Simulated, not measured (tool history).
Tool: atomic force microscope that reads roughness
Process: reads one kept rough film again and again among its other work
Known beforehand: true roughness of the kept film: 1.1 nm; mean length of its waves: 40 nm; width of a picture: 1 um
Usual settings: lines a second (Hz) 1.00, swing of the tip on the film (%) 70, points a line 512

run	hour	lines a second (Hz)	swing of the tip on the film (%)	points a line	roughness of the kept film (nm (root mean square))
1	0.0	1.00	70	512	1.031
2	10.8	1.00	70	512	1.023
3	16.8	1.00	70	512	1.024
4	24.6	1.00	70	512	1.021
5	33.7	1.00	70	512	1.014
# hour 35.8: height scale calibrated on a step standard
6	46.2	1.00	70	512	1.016
7	51.3	1.00	70	512	1.021
8	61.3	0.53	70	512	1.021
# hour 69.1: new tip fitted
9	69.6	0.53	70	391	1.051
10	76.8	0.53	70	391	1.054
11	82.1	0.53	70	391	1.058
12	90.5	3.31	70	530	0.974
# hour 96.2: height scale calibrated on a step standard, once more
13	103.0	3.16	57	297	1.032
14	114.4	0.59	63	297	1.049
15	122.1	0.59	86	334	1.027
16	132.5	0.62	57	512	1.057

4 ways to go on from here, each from the tool as it stands after run 16. What would each give?
A	142.4	2.46	70	384	?
B	142.4	0.53	69	680	?
C	142.4	1.83	70	444	?
D	142.4	0.62	72	512	?

run	roughness of the kept film (nm (root mean square))
A	0.987
B	1.045
C	1.009
D	1.038
What these runs would have given with no unlogged condition in the tool:
run	roughness of the kept film (nm (root mean square))
A	1.003
B	1.062
C	1.026
D	1.055
